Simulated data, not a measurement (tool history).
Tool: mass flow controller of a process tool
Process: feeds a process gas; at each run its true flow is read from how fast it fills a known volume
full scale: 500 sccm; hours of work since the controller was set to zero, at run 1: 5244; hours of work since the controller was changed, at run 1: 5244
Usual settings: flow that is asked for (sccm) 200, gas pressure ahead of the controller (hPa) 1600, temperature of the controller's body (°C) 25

| run | hour | flow that is asked for (sccm) | gas pressure ahead of the controller (hPa) | temperature of the controller's body (°C) | hours of work since the controller was set to zero | hours of work since the controller was changed | true flow (%) |
|---|---|---|---|---|---|---|---|
| 1 | 0 | 200 | 1600 | 25 | 5244 | 5244 | 102.49 |
| 2 | 255.8 | 200 | 1600 | 25 | 5438 | 5438 | 102.57 |
| 3 | 446.6 | 200 | 1600 | 25 | 5583 | 5583 | 102.76 |
| 4 | 703 | 200 | 1600 | 25 | 5777 | 5777 | 102.81 |
| 5 | 865.2 | 200 | 1600 | 25 | 5900 | 5900 | 102.85 |
| 6 | 996.9 | 200 | 1600 | 25 | 6000 | 6000 | 102.83 |
| 7 | 1198.4 | 200 | 1600 | 25 | 6153 | 6153 | 103.07 |
| 8 | 1372.8 | 200 | 1600 | 25 | 6285 | 6285 | 103.11 |
| 9 | 1619.5 | 264 | 1600 | 25 | 6472 | 6472 | 102.77 |
| 10 | 1840.6 | 264 | 1600 | 25 | 6640 | 6640 | 102.88 |
| 11 | 2004.8 | 264 | 1600 | 25 | 6765 | 6765 | 102.93 |
| 12 | 2137.4 | 264 | 1600 | 25 | 6865 | 6865 | 103.01 |
| 13 | 2281.5 | 200 | 1600 | 38 | 6975 | 6975 | 104.13 |
| 14 | 2489.3 | 200 | 1600 | 38 | 7132 | 7132 | 104.19 |
|  | 2510 | controller's zero set anew |
| 15 | 2748.5 | 182 | 1770 | 27 | 181 | 7329 | 105.14 |
| 16 | 2969.8 | 292 | 1630 | 26 | 349 | 7497 | 103.87 |
| 17 | 3172.9 | 292 | 1630 | 26 | 503 | 7651 | 103.79 |
| 18 | 3400.6 | 292 | 1630 | 26 | 676 | 7823 | 104.08 |
| 19 | 3545.1 | 292 | 1630 | 33 | 785 | 7933 | 104.29 |
|  | 3572 | controller's zero set anew, once more |
| 20 | 3751.6 | 200 | 1820 | 25 | 136 | 8089 | 101.5 |
| 21 | 3966.3 | 436 | 1630 | 40 | 299 | 8252 | 102.6 |

Hidden state or all else? Some run-to-run changes of true flow (%), split into what the settings, what came in and random variation would give without the hidden state, and what is left for the hidden state (with any gauge scatter that isn't in both results):
The hidden state here: flow at rest that the sensor doesn't see, % of full scale; true flow over the shown one, %; drift of the gauge itself on true_pct, %.
Run 15 -> 16: flow that is asked for (sccm) 182 -> 292, gas pressure ahead of the controller (hPa) 1770 -> 1630, temperature of the controller's body (°C) 27 -> 26. true flow (%) -1.27: hidden state -1.36, all else +0.09.
Run 19 -> 20: flow that is asked for (sccm) 292 -> 200, gas pressure ahead of the controller (hPa) 1630 -> 1820, temperature of the controller's body (°C) 33 -> 25, controller's zero set anew, once more. true flow (%) -2.79: hidden state -2.45, all else -0.34.
